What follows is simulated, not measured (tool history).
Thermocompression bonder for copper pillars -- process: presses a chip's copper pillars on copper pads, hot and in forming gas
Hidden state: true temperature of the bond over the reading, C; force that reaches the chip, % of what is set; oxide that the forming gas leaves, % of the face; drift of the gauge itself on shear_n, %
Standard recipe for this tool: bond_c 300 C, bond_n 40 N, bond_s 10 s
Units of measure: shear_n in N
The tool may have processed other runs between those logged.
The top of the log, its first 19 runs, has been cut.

run,hour,bond_c,bond_n,bond_s,hours of work since the heater was calibrated,hours of work since the force cell was calibrated,hours of work since the gas filter was changed,shear_n
20,543.2,277,40,10,61,39,278,49.0
21,580.7,283,36,12,87,65,304,50.0
22,606.4,299,40,18,104,83,322,72.2
23,639.5,281,40,10,127,106,345,50.3
# hour 657.4: forming gas filter changed
24,657.4,273,39,5,139,118,0,35.6
25,695.4,308,42,14,166,145,26,77.7
26,732.4,312,40,16,192,170,52,80.6
27,766.2,312,40,16,215,194,75,79.3
28,786.3,273,40,13,229,208,89,52.5
29,812.5,275,35,15,247,226,108,49.5
30,830.7,278,40,10,260,239,120,50.0
31,868.5,295,43,16,286,265,147,72.7
32,909.0,300,40,10,314,293,175,61.5
33,931.5,300,40,10,330,309,190,61.4
34,963.3,327,39,6,352,331,212,64.4
35,986.0,327,39,6,368,346,228,64.6
36,1010.0,327,46,6,384,363,245,73.5
37,1028.0,314,37,18,397,376,257,76.0
38,1052.6,305,49,16,414,393,274,84.0
39,1069.4,323,25,8,426,404,286,45.4
40,1099.5,323,25,8,446,425,307,44.9

4 ways to go on from here, each from the tool as it stands after run 40. What would each give?
A,1134.5,281,52,6,471,449,331,?
B,1134.5,289,58,12,471,449,331,?
C,1134.5,324,25,8,471,449,331,?
D,1134.5,291,45,13,471,449,331,?

run,shear_n
A,53.6
B,77.8
C,45.6
D,66.6
What these runs would have given with no unlogged condition in the tool:
run,shear_n
A,56.4
B,81.5
C,47.7
D,69.9
